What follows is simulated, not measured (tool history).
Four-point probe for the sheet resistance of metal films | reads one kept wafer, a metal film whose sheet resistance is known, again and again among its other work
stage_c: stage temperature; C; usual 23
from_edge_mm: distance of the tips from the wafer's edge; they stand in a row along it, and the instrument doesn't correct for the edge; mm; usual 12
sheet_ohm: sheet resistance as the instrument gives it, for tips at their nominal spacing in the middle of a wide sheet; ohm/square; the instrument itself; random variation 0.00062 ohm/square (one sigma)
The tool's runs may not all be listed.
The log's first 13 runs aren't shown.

{"run": 14, "hour": 209.5, "stage_c": 23, "from_edge_mm": 12, "sheet_ohm": 3.121709}
{"run": 15, "hour": 219.4, "stage_c": 23, "from_edge_mm": 12, "sheet_ohm": 3.122403}
{"run": 16, "hour": 229.8, "stage_c": 23, "from_edge_mm": 12, "sheet_ohm": 3.122329}
{"run": 17, "hour": 248.7, "stage_c": 28, "from_edge_mm": 10, "sheet_ohm": 3.135894}
{"run": 18, "hour": 261.2, "stage_c": 28, "from_edge_mm": 10, "sheet_ohm": 3.135854}
{"run": 19, "hour": 273.0, "stage_c": 31, "from_edge_mm": 11, "sheet_ohm": 3.137463}
{"run": 20, "hour": 285.1, "stage_c": 31, "from_edge_mm": 11, "sheet_ohm": 3.138123}
{"run": 21, "hour": 298.0, "stage_c": 31, "from_edge_mm": 11, "sheet_ohm": 3.139524}
{"run": 22, "hour": 307.2, "stage_c": 31, "from_edge_mm": 24, "sheet_ohm": 3.12736}
{"run": 23, "hour": 321.4, "stage_c": 32, "from_edge_mm": 72, "sheet_ohm": 3.126313}
{"run": 24, "hour": 335.0, "stage_c": 19, "from_edge_mm": 37, "sheet_ohm": 3.106995}
{"run": 25, "hour": 351.3, "stage_c": 19, "from_edge_mm": 37, "sheet_ohm": 3.107541}
{"run": 26, "hour": 370.8, "stage_c": 26, "from_edge_mm": 21, "sheet_ohm": 3.120607}
{"run": 27, "hour": 388.9, "stage_c": 23, "from_edge_mm": 3, "sheet_ohm": 3.288063}
{"run": 28, "hour": 404.7, "stage_c": 25, "from_edge_mm": 3, "sheet_ohm": 3.291672}
{"run": 29, "hour": 416.5, "stage_c": 25, "from_edge_mm": 3, "sheet_ohm": 3.290149}
{"run": 30, "hour": 428.0, "stage_c": 19, "from_edge_mm": 5, "sheet_ohm": 3.172608}
{"run": 31, "hour": 438.0, "stage_c": 19, "from_edge_mm": 7, "sheet_ohm": 3.140838}

3 ways to go on from here, each from the tool as it stands after run 31. What would each give?
{"run": "A", "hour": 446.3, "stage_c": 23, "from_edge_mm": 8, "sheet_ohm": "?"}
{"run": "B", "hour": 446.3, "stage_c": 25, "from_edge_mm": 6, "sheet_ohm": "?"}
{"run": "C", "hour": 446.3, "stage_c": 31, "from_edge_mm": 33, "sheet_ohm": "?"}

run=A sheet_ohm=3.138588
run=B sheet_ohm=3.162811
run=C sheet_ohm=3.127768
Without the tool's hidden state the same runs would have given:
run=A sheet_ohm=3.113543
run=B sheet_ohm=3.137578
run=C sheet_ohm=3.102762

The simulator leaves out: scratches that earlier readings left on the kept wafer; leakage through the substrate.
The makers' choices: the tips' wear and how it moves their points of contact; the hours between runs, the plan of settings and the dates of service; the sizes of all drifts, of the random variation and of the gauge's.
